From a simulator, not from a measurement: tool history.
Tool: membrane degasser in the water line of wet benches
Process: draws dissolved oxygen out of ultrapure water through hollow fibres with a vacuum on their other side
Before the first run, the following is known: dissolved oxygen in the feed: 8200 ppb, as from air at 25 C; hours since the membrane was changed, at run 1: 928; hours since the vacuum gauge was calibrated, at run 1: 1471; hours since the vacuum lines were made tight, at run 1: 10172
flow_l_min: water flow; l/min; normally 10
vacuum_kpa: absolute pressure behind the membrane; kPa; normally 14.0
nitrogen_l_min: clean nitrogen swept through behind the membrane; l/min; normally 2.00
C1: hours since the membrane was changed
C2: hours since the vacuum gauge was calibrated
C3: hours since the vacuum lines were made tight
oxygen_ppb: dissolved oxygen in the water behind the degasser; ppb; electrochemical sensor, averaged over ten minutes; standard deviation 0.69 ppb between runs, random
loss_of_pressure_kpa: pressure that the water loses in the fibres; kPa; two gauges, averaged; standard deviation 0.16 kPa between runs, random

run 1 hour=0.0 | flow_l_min=10 vacuum_kpa=14.0 nitrogen_l_min=2.00 | C1=928 C2=1471 C3=10172 | oxygen_ppb=143.0 loss_of_pressure_kpa=35.73
run 2 hour=172.8 | flow_l_min=10 vacuum_kpa=14.0 nitrogen_l_min=2.00 | C1=1100 C2=1644 C3=10345 | oxygen_ppb=140.8 loss_of_pressure_kpa=36.03
run 3 hour=264.7 | flow_l_min=10 vacuum_kpa=14.0 nitrogen_l_min=2.00 | C1=1192 C2=1736 C3=10437 | oxygen_ppb=142.7 loss_of_pressure_kpa=35.86
run 4 hour=387.6 | flow_l_min=10 vacuum_kpa=14.0 nitrogen_l_min=2.00 | C1=1315 C2=1859 C3=10560 | oxygen_ppb=142.2 loss_of_pressure_kpa=35.70
run 5 hour=547.9 | flow_l_min=6 vacuum_kpa=14.0 nitrogen_l_min=2.00 | C1=1475 C2=2019 C3=10720 | oxygen_ppb=88.0 loss_of_pressure_kpa=21.69
run 6 hour=700.4 | flow_l_min=6 vacuum_kpa=14.0 nitrogen_l_min=2.00 | C1=1628 C2=2172 C3=10872 | oxygen_ppb=88.0 loss_of_pressure_kpa=21.61
run 7 hour=828.5 | flow_l_min=6 vacuum_kpa=14.0 nitrogen_l_min=2.00 | C1=1756 C2=2300 C3=11001 | oxygen_ppb=88.5 loss_of_pressure_kpa=21.37
run 8 hour=969.8 | flow_l_min=8 vacuum_kpa=10.5 nitrogen_l_min=1.04 | C1=1897 C2=2441 C3=11142 | oxygen_ppb=143.3 loss_of_pressure_kpa=28.97
run 9 hour=1068.7 | flow_l_min=10 vacuum_kpa=24.5 nitrogen_l_min=2.00 | C1=1996 C2=2540 C3=11241 | oxygen_ppb=271.7 loss_of_pressure_kpa=35.83
run 10 hour=1222.2 | flow_l_min=13 vacuum_kpa=21.4 nitrogen_l_min=2.00 | C1=2150 C2=2693 C3=11394 | oxygen_ppb=301.8 loss_of_pressure_kpa=47.19

5 options for the next run, each taken on its own from the tool as it stands now. Forecast them:
run A hour=1359.6 | flow_l_min=10 vacuum_kpa=10.7 nitrogen_l_min=2.00 | C1=2287 C2=2831 C3=11532 | oxygen_ppb=? loss_of_pressure_kpa=?
run B hour=1359.6 | flow_l_min=15 vacuum_kpa=30.0 nitrogen_l_min=2.00 | C1=2287 C2=2831 C3=11532 | oxygen_ppb=? loss_of_pressure_kpa=?
run C hour=1359.6 | flow_l_min=15 vacuum_kpa=21.8 nitrogen_l_min=2.00 | C1=2287 C2=2831 C3=11532 | oxygen_ppb=? loss_of_pressure_kpa=?
run D hour=1359.6 | flow_l_min=15 vacuum_kpa=15.0 nitrogen_l_min=1.33 | C1=2287 C2=2831 C3=11532 | oxygen_ppb=? loss_of_pressure_kpa=?
run E hour=1359.6 | flow_l_min=10 vacuum_kpa=21.4 nitrogen_l_min=2.00 | C1=2287 C2=2831 C3=11532 | oxygen_ppb=? loss_of_pressure_kpa=?

run=A oxygen_ppb=101.4 loss_of_pressure_kpa=36.05
run=B oxygen_ppb=492.0 loss_of_pressure_kpa=53.96
run=C oxygen_ppb=357.8 loss_of_pressure_kpa=54.34
run=D oxygen_ppb=334.8 loss_of_pressure_kpa=54.11
run=E oxygen_ppb=232.6 loss_of_pressure_kpa=35.59
Without the tool's unlogged condition, the same runs would have read:
run=A oxygen_ppb=95.6 loss_of_pressure_kpa=35.81
run=B oxygen_ppb=474.6 loss_of_pressure_kpa=53.61
run=C oxygen_ppb=345.0 loss_of_pressure_kpa=53.98
run=D oxygen_ppb=323.7 loss_of_pressure_kpa=53.75
run=E oxygen_ppb=219.8 loss_of_pressure_kpa=35.36
